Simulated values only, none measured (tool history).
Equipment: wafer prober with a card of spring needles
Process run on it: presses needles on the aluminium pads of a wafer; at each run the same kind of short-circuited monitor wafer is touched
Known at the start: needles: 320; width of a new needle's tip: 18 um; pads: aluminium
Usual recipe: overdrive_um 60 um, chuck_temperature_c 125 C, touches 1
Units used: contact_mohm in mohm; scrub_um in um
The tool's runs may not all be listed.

{"run": 1, "hour": 0.0, "overdrive_um": 60, "chuck_temperature_c": 125, "touches": 1, "contact_mohm": 384, "scrub_um": 9.46}
{"hour": 1.6, "done": "tips cleaned on abrasive film"}
{"hour": 7.6, "done": "tips cleaned on abrasive film"}
{"hour": 13.6, "done": "tips cleaned on abrasive film"}
{"hour": 19.7, "done": "tips cleaned on abrasive film"}
{"hour": 25.7, "done": "tips cleaned on abrasive film"}
{"run": 2, "hour": 28.7, "overdrive_um": 60, "chuck_temperature_c": 125, "touches": 1, "contact_mohm": 350, "scrub_um": 9.29}
{"hour": 31.7, "done": "tips cleaned on abrasive film"}
{"hour": 37.8, "done": "tips cleaned on abrasive film"}
{"hour": 43.8, "done": "tips cleaned on abrasive film"}
{"hour": 48.6, "done": "height of the first contact set anew"}
{"hour": 51.6, "done": "tips cleaned on abrasive film"}
{"hour": 57.6, "done": "tips cleaned on abrasive film"}
{"hour": 65.2, "done": "tips cleaned on abrasive film"}
{"hour": 72.7, "done": "tips cleaned on abrasive film"}
{"hour": 80.2, "done": "tips cleaned on abrasive film"}
{"run": 3, "hour": 80.5, "overdrive_um": 60, "chuck_temperature_c": 125, "touches": 2, "contact_mohm": 271, "scrub_um": 9.88}
{"hour": 86.6, "done": "tips cleaned on abrasive film"}
{"hour": 92.6, "done": "tips cleaned on abrasive film"}
{"hour": 98.6, "done": "tips cleaned on abrasive film"}
{"hour": 106.2, "done": "tips cleaned on abrasive film"}
{"hour": 113.7, "done": "tips cleaned on abrasive film"}
{"hour": 121.2, "done": "tips cleaned on abrasive film"}
{"hour": 127.2, "done": "tips cleaned on abrasive film"}
{"hour": 128.8, "done": "tips cleaned on abrasive film, once more"}
{"run": 4, "hour": 132.3, "overdrive_um": 60, "chuck_temperature_c": 125, "touches": 1, "contact_mohm": 358, "scrub_um": 9.81}
{"hour": 135.3, "done": "tips cleaned on abrasive film"}
{"hour": 142.8, "done": "tips cleaned on abrasive film"}
{"hour": 148.9, "done": "tips cleaned on abrasive film"}
{"hour": 156.4, "done": "tips cleaned on abrasive film"}
{"hour": 162.4, "done": "tips cleaned on abrasive film"}
{"run": 5, "hour": 163.9, "overdrive_um": 60, "chuck_temperature_c": 125, "touches": 1, "contact_mohm": 309, "scrub_um": 9.54}
{"hour": 168.5, "done": "tips cleaned on abrasive film"}
{"hour": 174.5, "done": "tips cleaned on abrasive film"}
{"hour": 180.5, "done": "tips cleaned on abrasive film"}
{"hour": 186.5, "done": "tips cleaned on abrasive film"}
{"hour": 193.8, "done": "tips cleaned on abrasive film"}
{"run": 6, "hour": 193.8, "overdrive_um": 46, "chuck_temperature_c": 125, "touches": 1, "contact_mohm": 288, "scrub_um": 7.31}
{"hour": 201.4, "done": "tips cleaned on abrasive film"}
{"hour": 207.4, "done": "tips cleaned on abrasive film"}
{"hour": 213.4, "done": "tips cleaned on abrasive film"}
{"hour": 219.4, "done": "tips cleaned on abrasive film"}
{"hour": 227.0, "done": "tips cleaned on abrasive film"}
{"hour": 233.0, "done": "tips cleaned on abrasive film"}
{"hour": 239.0, "done": "tips cleaned on abrasive film"}
{"hour": 246.5, "done": "tips cleaned on abrasive film"}
{"run": 7, "hour": 251.1, "overdrive_um": 46, "chuck_temperature_c": 125, "touches": 1, "contact_mohm": 465, "scrub_um": 7.27}
{"hour": 252.7, "done": "tips cleaned on abrasive film"}
{"hour": 258.7, "done": "tips cleaned on abrasive film"}
{"hour": 266.2, "done": "tips cleaned on abrasive film"}
{"hour": 273.7, "done": "tips cleaned on abrasive film"}
{"hour": 279.8, "done": "tips cleaned on abrasive film"}
{"hour": 285.8, "done": "tips cleaned on abrasive film"}
{"hour": 293.3, "done": "tips cleaned on abrasive film"}
{"hour": 300.8, "done": "tips cleaned on abrasive film"}
{"run": 8, "hour": 305.0, "overdrive_um": 46, "chuck_temperature_c": 125, "touches": 1, "contact_mohm": 445, "scrub_um": 7.09}
{"hour": 308.0, "done": "tips cleaned on abrasive film"}
{"hour": 314.1, "done": "tips cleaned on abrasive film"}
{"hour": 321.6, "done": "tips cleaned on abrasive film"}
{"hour": 329.1, "done": "tips cleaned on abrasive film"}
{"hour": 332.4, "done": "height of the first contact set anew"}
{"hour": 335.4, "done": "tips cleaned on abrasive film"}
{"hour": 341.5, "done": "tips cleaned on abrasive film"}
{"hour": 347.5, "done": "tips cleaned on abrasive film"}
{"run": 9, "hour": 349.9, "overdrive_um": 46, "chuck_temperature_c": 125, "touches": 1, "contact_mohm": 379, "scrub_um": 7.47}
{"hour": 354.5, "done": "tips cleaned on abrasive film"}
{"hour": 360.5, "done": "tips cleaned on abrasive film"}
{"hour": 368.0, "done": "tips cleaned on abrasive film"}
{"hour": 374.0, "done": "tips cleaned on abrasive film"}
{"hour": 380.1, "done": "tips cleaned on abrasive film"}
{"hour": 386.1, "done": "tips cleaned on abrasive film"}
{"run": 10, "hour": 389.0, "overdrive_um": 47, "chuck_temperature_c": 125, "touches": 1, "contact_mohm": 408, "scrub_um": 7.57}
{"hour": 393.6, "done": "tips cleaned on abrasive film"}
{"hour": 401.1, "done": "tips cleaned on abrasive film"}
{"hour": 408.6, "done": "tips cleaned on abrasive film"}
{"hour": 414.6, "done": "tips cleaned on abrasive film"}
{"hour": 422.1, "done": "tips cleaned on abrasive film"}
{"hour": 429.7, "done": "tips cleaned on abrasive film"}
{"hour": 437.2, "done": "tips cleaned on abrasive film"}
{"hour": 443.4, "done": "tips cleaned on abrasive film"}
{"run": 11, "hour": 443.4, "overdrive_um": 60, "chuck_temperature_c": 125, "touches": 2, "contact_mohm": 265, "scrub_um": 9.65}
{"hour": 449.5, "done": "tips cleaned on abrasive film"}
{"hour": 457.0, "done": "tips cleaned on abrasive film"}
{"hour": 463.0, "done": "tips cleaned on abrasive film"}
{"hour": 470.5, "done": "tips cleaned on abrasive film"}
{"hour": 476.6, "done": "tips cleaned on abrasive film"}
{"hour": 482.6, "done": "tips cleaned on abrasive film"}
{"hour": 488.6, "done": "tips cleaned on abrasive film"}
{"hour": 496.1, "done": "tips cleaned on abrasive film"}
{"run": 12, "hour": 496.2, "overdrive_um": 60, "chuck_temperature_c": 125, "touches": 2, "contact_mohm": 261, "scrub_um": 9.68}
{"hour": 502.3, "done": "tips cleaned on abrasive film"}
{"hour": 509.8, "done": "tips cleaned on abrasive film"}
{"hour": 517.3, "done": "tips cleaned on abrasive film"}
{"hour": 524.8, "done": "tips cleaned on abrasive film"}
{"hour": 532.3, "done": "tips cleaned on abrasive film"}
{"hour": 539.8, "done": "tips cleaned on abrasive film"}
{"hour": 545.9, "done": "tips cleaned on abrasive film"}
{"run": 13, "hour": 547.8, "overdrive_um": 60, "chuck_temperature_c": 125, "touches": 2, "contact_mohm": 296, "scrub_um": 9.55}
{"hour": 552.3, "done": "tips cleaned on abrasive film"}
{"hour": 558.4, "done": "tips cleaned on abrasive film"}
{"hour": 565.9, "done": "tips cleaned on abrasive film"}
{"hour": 571.9, "done": "tips cleaned on abrasive film"}
{"hour": 579.4, "done": "tips cleaned on abrasive film"}
{"hour": 585.4, "done": "tips cleaned on abrasive film"}
{"run": 14, "hour": 586.9, "overdrive_um": 49, "chuck_temperature_c": 50, "touches": 1, "contact_mohm": 351, "scrub_um": 7.7}
{"hour": 591.5, "done": "tips cleaned on abrasive film"}
{"hour": 597.5, "done": "tips cleaned on abrasive film"}
{"hour": 603.6, "done": "tips cleaned on abrasive film"}
{"hour": 611.1, "done": "tips cleaned on abrasive film"}
{"hour": 617.1, "done": "tips cleaned on abrasive film"}
{"hour": 617.4, "done": "height of the first contact set anew"}
{"hour": 623.7, "done": "tips cleaned on abrasive film"}
{"run": 15, "hour": 623.7, "overdrive_um": 53, "chuck_temperature_c": 90, "touches": 2, "contact_mohm": 263, "scrub_um": 8.57}
{"hour": 629.8, "done": "tips cleaned on abrasive film"}
{"hour": 635.8, "done": "tips cleaned on abrasive film"}
{"hour": 641.8, "done": "tips cleaned on abrasive film"}
{"hour": 649.3, "done": "tips cleaned on abrasive film"}
{"hour": 656.8, "done": "tips cleaned on abrasive film"}
{"hour": 662.9, "done": "tips cleaned on abrasive film"}
{"run": 16, "hour": 666.3, "overdrive_um": 63, "chuck_temperature_c": 90, "touches": 2, "contact_mohm": 300, "scrub_um": 10.36}
{"hour": 669.4, "done": "tips cleaned on abrasive film"}
{"hour": 675.4, "done": "tips cleaned on abrasive film"}
{"hour": 682.9, "done": "tips cleaned on abrasive film"}
{"hour": 689.0, "done": "tips cleaned on abrasive film"}
{"hour": 695.0, "done": "tips cleaned on abrasive film"}
{"hour": 702.5, "done": "tips cleaned on abrasive film"}
{"hour": 708.5, "done": "tips cleaned on abrasive film"}
{"hour": 714.6, "done": "tips cleaned on abrasive film"}
{"run": 17, "hour": 720.2, "overdrive_um": 65, "chuck_temperature_c": 40, "touches": 2, "contact_mohm": 314, "scrub_um": 10.57}
{"hour": 721.8, "done": "tips cleaned on abrasive film"}
{"hour": 727.8, "done": "tips cleaned on abrasive film"}
{"hour": 735.3, "done": "tips cleaned on abrasive film"}
{"hour": 741.4, "done": "tips cleaned on abrasive film"}
{"hour": 747.4, "done": "tips cleaned on abrasive film"}
{"hour": 753.4, "done": "tips cleaned on abrasive film"}
{"hour": 759.5, "done": "tips cleaned on abrasive film"}
{"hour": 767.0, "done": "tips cleaned on abrasive film"}
{"hour": 773.0, "done": "tips cleaned on abrasive film"}
{"run": 18, "hour": 777.1, "overdrive_um": 61, "chuck_temperature_c": 53, "touches": 2, "contact_mohm": 325, "scrub_um": 9.71}
{"hour": 780.2, "done": "tips cleaned on abrasive film"}
{"hour": 787.7, "done": "tips cleaned on abrasive film"}
{"hour": 795.2, "done": "tips cleaned on abrasive film"}
{"hour": 802.7, "done": "tips cleaned on abrasive film"}
{"hour": 808.8, "done": "tips cleaned on abrasive film"}
{"hour": 814.8, "done": "tips cleaned on abrasive film"}
{"hour": 822.3, "done": "tips cleaned on abrasive film"}
{"run": 19, "hour": 822.9, "overdrive_um": 61, "chuck_temperature_c": 53, "touches": 2, "contact_mohm": 268, "scrub_um": 9.75}
{"hour": 828.9, "done": "tips cleaned on abrasive film"}
{"hour": 835.0, "done": "tips cleaned on abrasive film"}
{"hour": 841.0, "done": "tips cleaned on abrasive film"}
{"hour": 848.5, "done": "tips cleaned on abrasive film"}
{"run": 20, "hour": 852.0, "overdrive_um": 61, "chuck_temperature_c": 53, "touches": 2, "contact_mohm": 313, "scrub_um": 9.65}
{"hour": 855.1, "done": "tips cleaned on abrasive film"}
{"hour": 861.1, "done": "tips cleaned on abrasive film"}
{"hour": 868.6, "done": "tips cleaned on abrasive film"}
{"hour": 876.1, "done": "tips cleaned on abrasive film"}
{"hour": 883.7, "done": "tips cleaned on abrasive film"}
{"run": 21, "hour": 886.3, "overdrive_um": 61, "chuck_temperature_c": 53, "touches": 2, "contact_mohm": 305, "scrub_um": 9.61}

The same runs without the tool's hidden state, with the same run-to-run variation:
Hidden state at play: debris on the tips, nm; way that the needles fall short of the set height, um; tips' diameter, um; drift of the gauge itself on contact_mohm, %; drift of the gauge itself on scrub_um, %.
run=1 contact_mohm=260 scrub_um=9.78
run=2 contact_mohm=257 scrub_um=9.83
run=3 contact_mohm=259 scrub_um=9.92
run=4 contact_mohm=256 scrub_um=9.93
run=5 contact_mohm=250 scrub_um=9.7
run=6 contact_mohm=263 scrub_um=7.52
run=7 contact_mohm=259 scrub_um=7.55
run=8 contact_mohm=260 scrub_um=7.45
run=9 contact_mohm=264 scrub_um=7.49
run=10 contact_mohm=260 scrub_um=7.65
run=11 contact_mohm=256 scrub_um=9.79
run=12 contact_mohm=254 scrub_um=9.89
run=13 contact_mohm=255 scrub_um=9.83
run=14 contact_mohm=237 scrub_um=8.02
run=15 contact_mohm=252 scrub_um=8.58
run=16 contact_mohm=244 scrub_um=10.43
run=17 contact_mohm=234 scrub_um=10.7
run=18 contact_mohm=238 scrub_um=9.93
run=19 contact_mohm=237 scrub_um=10.03
run=20 contact_mohm=238 scrub_um=9.96
run=21 contact_mohm=238 scrub_um=9.97

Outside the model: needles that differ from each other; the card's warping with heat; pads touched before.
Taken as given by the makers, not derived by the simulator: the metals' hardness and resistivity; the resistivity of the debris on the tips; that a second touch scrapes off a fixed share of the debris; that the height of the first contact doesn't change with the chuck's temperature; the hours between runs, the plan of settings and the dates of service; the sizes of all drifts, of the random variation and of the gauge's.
